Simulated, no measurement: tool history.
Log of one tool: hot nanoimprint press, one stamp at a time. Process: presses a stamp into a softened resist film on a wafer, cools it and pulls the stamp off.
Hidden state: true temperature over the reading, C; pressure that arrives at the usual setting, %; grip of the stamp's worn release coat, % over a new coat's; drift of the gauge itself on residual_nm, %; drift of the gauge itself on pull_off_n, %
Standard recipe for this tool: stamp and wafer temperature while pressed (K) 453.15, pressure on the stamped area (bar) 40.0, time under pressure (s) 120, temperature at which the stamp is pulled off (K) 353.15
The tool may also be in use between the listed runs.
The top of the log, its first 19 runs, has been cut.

| run | day | stamp and wafer temperature while pressed (K) | pressure on the stamped area (bar) | time under pressure (s) | temperature at which the stamp is pulled off (K) | hours of work since the thermocouple was calibrated | imprints on the stamp's release coat | hours of work since the press's seals were changed | resist left under the stamp's widest pad (nm) | greatest force while the stamp is pulled off (N) |
|---|---|---|---|---|---|---|---|---|---|---|
| 20 | 17.367 | 453.15 | 31.8 | 137 | 353.15 | 54 | 651 | 38 | 85.6 | 127 |
| 21 | 17.888 | 453.15 | 31.8 | 137 | 353.15 | 63 | 715 | 48 | 85.9 | 124 |
| 22 | 19.033 | 453.15 | 31.8 | 137 | 353.15 | 84 | 854 | 69 | 85.5 | 124 |
| 23 | 19.550 | 453.15 | 31.8 | 137 | 353.15 | 93 | 917 | 78 | 86.3 | 127 |
| 24 | 20.688 | 453.15 | 31.8 | 137 | 353.15 | 114 | 1055 | 99 | 85.2 | 125 |
| 25 | 21.788 | 453.15 | 31.8 | 68 | 353.15 | 134 | 1189 | 119 | 106.8 | 131 |
| 26 | 22.471 | 453.15 | 31.8 | 68 | 353.15 | 147 | 1272 | 131 | 105.6 | 132 |
| 27 | 23.512 | 461.15 | 63.4 | 131 | 350.15 | 165 | 1399 | 150 | 41.4 | 140 |
| 28 | 24.375 | 456.15 | 45.4 | 118 | 340.15 | 181 | 1504 | 166 | 63.6 | 163 |
| 29 | 25.450 | 450.15 | 35.1 | 136 | 341.15 | 201 | 1635 | 185 | 90.1 | 162 |
|  | 26.458 | stamp cleaned and given a new release coat |
| 30 | 26.708 | 450.15 | 35.1 | 136 | 341.15 | 219 | 30 | 204 | 90.4 | 135 |

4 ways to go on from here, each from the tool as it stands after run 30. What would each give?
| A | 27.438 | 453.15 | 28.2 | 82 | 353.15 | 232 | 119 | 217 | ? | ? |
| B | 27.438 | 453.15 | 39.9 | 188 | 353.15 | 232 | 119 | 217 | ? | ? |
| C | 27.438 | 453.15 | 40.0 | 115 | 353.15 | 232 | 119 | 217 | ? | ? |
| D | 27.438 | 451.15 | 40.0 | 120 | 359.15 | 232 | 119 | 217 | ? | ? |

| run | resist left under the stamp's widest pad (nm) | greatest force while the stamp is pulled off (N) |
|---|---|---|
| A | 105.5 | 117 |
| B | 65.5 | 118 |
| C | 78.1 | 114 |
| D | 82.5 | 102 |
With no hidden state in the tool, these same runs would have given:
| run | resist left under the stamp's widest pad (nm) | greatest force while the stamp is pulled off (N) |
|---|---|---|
| A | 108.3 | 118 |
| B | 67.4 | 118 |
| C | 80.3 | 115 |
| D | 84.9 | 103 |

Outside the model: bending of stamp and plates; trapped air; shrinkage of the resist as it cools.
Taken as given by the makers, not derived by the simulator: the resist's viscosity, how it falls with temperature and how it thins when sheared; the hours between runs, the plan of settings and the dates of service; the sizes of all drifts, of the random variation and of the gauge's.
